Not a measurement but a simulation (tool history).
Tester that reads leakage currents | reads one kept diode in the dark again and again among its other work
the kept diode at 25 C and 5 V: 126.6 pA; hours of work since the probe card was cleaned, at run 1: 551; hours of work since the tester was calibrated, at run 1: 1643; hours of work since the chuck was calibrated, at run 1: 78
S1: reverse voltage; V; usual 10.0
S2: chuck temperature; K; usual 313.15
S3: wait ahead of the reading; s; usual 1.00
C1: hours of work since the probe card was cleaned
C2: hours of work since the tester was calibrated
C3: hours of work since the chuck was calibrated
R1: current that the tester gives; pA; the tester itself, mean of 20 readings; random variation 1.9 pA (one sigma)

| run | hour | S1 | S2 | S3 | C1 | C2 | C3 | R1 |
|---|---|---|---|---|---|---|---|---|
| 1 | 0.0 | 10.0 | 313.15 | 1.00 | 551 | 1643 | 78 | 638.98 |
| 2 | 29.5 | 10.0 | 313.15 | 0.61 | 571 | 1663 | 97 | 639.41 |
| 3 | 96.0 | 10.0 | 313.15 | 1.00 | 615 | 1706 | 141 | 631.13 |
| 4 | 146.1 | 10.0 | 313.15 | 1.00 | 648 | 1740 | 174 | 632.17 |
| 5 | 201.1 | 10.0 | 313.15 | 1.00 | 684 | 1776 | 211 | 627.68 |
| 6 | 233.7 | 10.0 | 313.15 | 1.00 | 706 | 1797 | 232 | 629.57 |
| 7 | 263.9 | 10.0 | 313.15 | 1.00 | 726 | 1817 | 252 | 627.92 |
| 8 | 319.0 | 10.0 | 313.15 | 1.00 | 762 | 1854 | 289 | 627.42 |
| 9 | 383.9 | 10.0 | 313.15 | 1.00 | 805 | 1897 | 331 | 620.85 |
| 10 | 455.7 | 10.0 | 313.15 | 1.00 | 853 | 1944 | 379 | 620.41 |
| 11 | 500.8 | 10.0 | 319.15 | 1.00 | 882 | 1974 | 409 | 983.98 |
| 12 | 565.6 | 10.0 | 313.15 | 1.00 | 925 | 2017 | 451 | 613.71 |
| 13 | 632.4 | 10.0 | 313.15 | 1.00 | 969 | 2061 | 496 | 614.24 |
| 14 | 689.8 | 10.0 | 313.15 | 1.00 | 1007 | 2099 | 534 | 610.51 |
| 15 | 727.8 | 10.0 | 313.15 | 1.00 | 1032 | 2124 | 559 | 612.60 |
| 16 | 795.0 | 10.0 | 313.15 | 1.00 | 1077 | 2168 | 603 | 606.26 |
| 17 | 851.1 | 10.0 | 313.15 | 1.00 | 1114 | 2205 | 640 | 606.16 |
| 18 | 908.1 | 10.0 | 313.15 | 1.00 | 1151 | 2243 | 678 | 603.18 |
| 19 | 973.1 | 3.2 | 313.15 | 1.00 | 1194 | 2286 | 721 | 326.36 |
| 20 | 1018.4 | 10.0 | 313.15 | 1.00 | 1224 | 2316 | 751 | 600.49 |
| 21 | 1060.7 | 10.0 | 313.15 | 1.00 | 1252 | 2344 | 779 | 602.74 |
| 22 | 1102.5 | 10.0 | 313.15 | 1.00 | 1280 | 2371 | 806 | 600.23 |
| 23 | 1170.6 | 2.1 | 306.15 | 1.92 | 1325 | 2416 | 851 | 145.14 |
| 24 | 1207.5 | 6.6 | 309.15 | 0.83 | 1349 | 2441 | 876 | 346.58 |
| 25 | 1241.1 | 2.5 | 318.15 | 4.96 | 1371 | 2463 | 898 | 416.36 |
| 26 | 1289.8 | 2.5 | 318.15 | 4.96 | 1404 | 2495 | 930 | 415.86 |
| 27 | 1362.4 | 2.5 | 318.15 | 4.96 | 1452 | 2543 | 978 | 414.51 |
| 28 | 1402.5 | 2.5 | 318.15 | 4.96 | 1478 | 2570 | 1004 | 412.94 |
| 29 | 1457.8 | 10.5 | 313.15 | 1.42 | 1515 | 2606 | 1041 | 601.43 |

Forecast run 30:
| 30 | 1516.6 | 3.0 | 313.15 | 1.78 | 1553 | 2645 | 1080 | ? |

R1: 304.28 pA
Without the tool's hidden state the same run would have given R1 337.17 pA.
